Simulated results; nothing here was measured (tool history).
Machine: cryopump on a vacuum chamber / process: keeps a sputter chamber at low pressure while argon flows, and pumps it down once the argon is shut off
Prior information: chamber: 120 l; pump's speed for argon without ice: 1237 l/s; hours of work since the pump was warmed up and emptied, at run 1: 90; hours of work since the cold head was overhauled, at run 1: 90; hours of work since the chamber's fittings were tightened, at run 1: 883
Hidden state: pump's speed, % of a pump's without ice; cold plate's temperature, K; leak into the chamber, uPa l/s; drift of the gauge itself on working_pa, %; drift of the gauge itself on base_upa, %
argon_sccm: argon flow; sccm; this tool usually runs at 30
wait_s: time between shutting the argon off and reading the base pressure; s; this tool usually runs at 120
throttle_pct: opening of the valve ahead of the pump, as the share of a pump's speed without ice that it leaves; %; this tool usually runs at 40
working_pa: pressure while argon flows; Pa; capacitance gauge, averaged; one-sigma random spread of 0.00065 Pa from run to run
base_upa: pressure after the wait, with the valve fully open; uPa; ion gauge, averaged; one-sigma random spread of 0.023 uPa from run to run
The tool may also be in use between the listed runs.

| run | hour | argon_sccm | wait_s | throttle_pct | hours of work since the pump was warmed up and emptied | hours of work since the cold head was overhauled | hours of work since the chamber's fittings were tightened | working_pa | base_upa |
|---|---|---|---|---|---|---|---|---|---|
| 1 | 0.0 | 30 | 120 | 40 | 90 | 90 | 883 | 0.1037 | 2.13 |
| 2 | 38.2 | 30 | 120 | 40 | 112 | 112 | 904 | 0.1029 | 2.16 |
| 3 | 70.9 | 30 | 120 | 28 | 130 | 130 | 923 | 0.1479 | 2.15 |
| 4 | 102.9 | 30 | 120 | 40 | 148 | 148 | 941 | 0.1029 | 2.21 |
| 5 | 130.9 | 30 | 120 | 40 | 164 | 164 | 956 | 0.1056 | 2.28 |
| 6 | 158.7 | 30 | 120 | 40 | 179 | 179 | 972 | 0.1053 | 2.30 |
| 7 | 189.2 | 30 | 120 | 40 | 196 | 196 | 989 | 0.1044 | 2.30 |
| 8 | 229.1 | 30 | 120 | 40 | 219 | 219 | 1011 | 0.1057 | 2.34 |
| 9 | 247.5 | 30 | 120 | 40 | 229 | 229 | 1022 | 0.1063 | 2.33 |
| 10 | 270.0 | 30 | 120 | 56 | 242 | 242 | 1034 | 0.0759 | 2.31 |
| 11 | 314.7 | 30 | 24 | 40 | 267 | 267 | 1059 | 0.1059 | 4.52 |
| 12 | 352.2 | 30 | 24 | 40 | 288 | 288 | 1081 | 0.1061 | 4.40 |
| 13 | 384.4 | 30 | 120 | 40 | 306 | 306 | 1099 | 0.1075 | 2.60 |
| 14 | 409.7 | 30 | 57 | 40 | 320 | 320 | 1113 | 0.1081 | 3.10 |
| 15 | 439.1 | 30 | 120 | 16 | 337 | 337 | 1129 | 0.2615 | 2.65 |
| 16 | 472.2 | 30 | 120 | 16 | 355 | 355 | 1148 | 0.2639 | 2.71 |
| 17 | 505.6 | 30 | 120 | 16 | 374 | 374 | 1167 | 0.2614 | 2.77 |
| 18 | 525.1 | 30 | 120 | 16 | 385 | 385 | 1178 | 0.2624 | 2.71 |
| 19 | 551.1 | 50 | 40 | 16 | 400 | 400 | 1192 | 0.4355 | 3.72 |
| 20 | 577.4 | 16 | 75 | 49 | 414 | 414 | 1207 | 0.0479 | 3.01 |
| 21 | 607.7 | 16 | 60 | 40 | 431 | 431 | 1224 | 0.0577 | 3.29 |
| 22 | 646.5 | 45 | 215 | 31 | 453 | 453 | 1246 | 0.2070 | 2.71 |
| 23 | 667.8 | 45 | 215 | 31 | 465 | 465 | 1258 | 0.2065 | 2.69 |
| 24 | 694.6 | 27 | 240 | 25 | 480 | 480 | 1273 | 0.1528 | 2.72 |
| 25 | 714.6 | 20 | 120 | 59 | 491 | 491 | 1284 | 0.0508 | 2.98 |
| 26 | 752.9 | 29 | 24 | 59 | 513 | 513 | 1306 | 0.0747 | 4.92 |
| 27 | 771.8 | 54 | 80 | 18 | 524 | 524 | 1316 | 0.4235 | 3.24 |
| 28 | 800.0 | 54 | 80 | 18 | 539 | 539 | 1332 | 0.4208 | 3.40 |
| 29 | 835.4 | 25 | 38 | 46 | 559 | 559 | 1352 | 0.0807 | 4.15 |
| 30 | 863.9 | 44 | 38 | 26 | 575 | 575 | 1368 | 0.2418 | 4.31 |
| 31 | 897.2 | 56 | 40 | 55 | 594 | 594 | 1387 | 0.1553 | 4.22 |
| 32 | 933.5 | 28 | 172 | 20 | 614 | 614 | 1407 | 0.2006 | 3.17 |
| 33 | 965.2 | 28 | 172 | 20 | 632 | 632 | 1425 | 0.1990 | 3.22 |
| 34 | 1003.8 | 28 | 172 | 20 | 654 | 654 | 1446 | 0.1991 | 3.19 |

For some of the steps in working_pa from one run to the next: how much would appear even if the tool had no hidden state, given the settings, what came in and random variation, and how much remains for the hidden state plus any gauge scatter that the measured result and the result without hidden state don't share?
Run 19 -> 20: argon_sccm 50 -> 16, wait_s 40 -> 75, throttle_pct 16 -> 49. working_pa -0.3876 Pa: hidden state -0.0063, all else -0.3813.
Run 26 -> 27: argon_sccm 29 -> 54, wait_s 24 -> 80, throttle_pct 59 -> 18. working_pa +0.3488 Pa: hidden state +0.0065, all else +0.3423.
Run 28 -> 29: argon_sccm 54 -> 25, wait_s 80 -> 38, throttle_pct 18 -> 46. working_pa -0.3401 Pa: hidden state -0.0071, all else -0.3330.
Run 31 -> 32: argon_sccm 56 -> 28, wait_s 40 -> 172, throttle_pct 55 -> 20. working_pa +0.0453 Pa: hidden state -0.0078, all else +0.0531.
